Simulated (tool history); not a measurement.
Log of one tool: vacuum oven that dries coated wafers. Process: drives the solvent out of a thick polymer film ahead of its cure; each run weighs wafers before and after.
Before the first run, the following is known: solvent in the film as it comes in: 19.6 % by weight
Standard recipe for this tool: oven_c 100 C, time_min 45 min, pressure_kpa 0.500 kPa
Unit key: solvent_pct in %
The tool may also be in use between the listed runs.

run     day  oven_c  time_min  pressure_kpa  solvent_pct
  1   0.000     100        45         0.500         2.13
  2   0.438     100        45         0.500         2.11
  3   1.088     100        45         0.259         1.94
  4   1.562     100        45         0.259         1.92
  5   2.212     100        45         0.259         1.93
  6   2.679     100        45         0.259         1.94
  7   3.254     102        45         0.500         1.69
  8   3.804     102        45         0.500         1.71
  9   4.079     102        45         0.986         2.03
 10   4.400     102        45         0.986         2.04
 11   4.721     110        45         0.986         0.92
 12   5.258     110        45         0.986         0.91
 13   5.600     100        35         0.469         3.20
 14   6.204      86        45         0.500         6.22
 15   6.800      86        45         0.500         6.24
 16   7.350      86        45         0.500         6.21
 17   7.929     113        70         0.350         0.19
 18   8.375     113        70         0.350         0.22
 19   8.975     113        70         0.350         0.20
 20   9.367     110        23         0.252         2.53
 21   9.779     110        23         0.252         2.50
 22  10.267     111        45         0.500         0.56
 23  10.596     102        45         0.500         1.70

Expected results for the next run?
 24  11.154      87        32         1.424            ?

Run 24 yielded solvent_pct 8.54 %.
Take away the tool's hidden state, keep the run-to-run variation as it was, and the same run would have given solvent_pct 8.54 %.
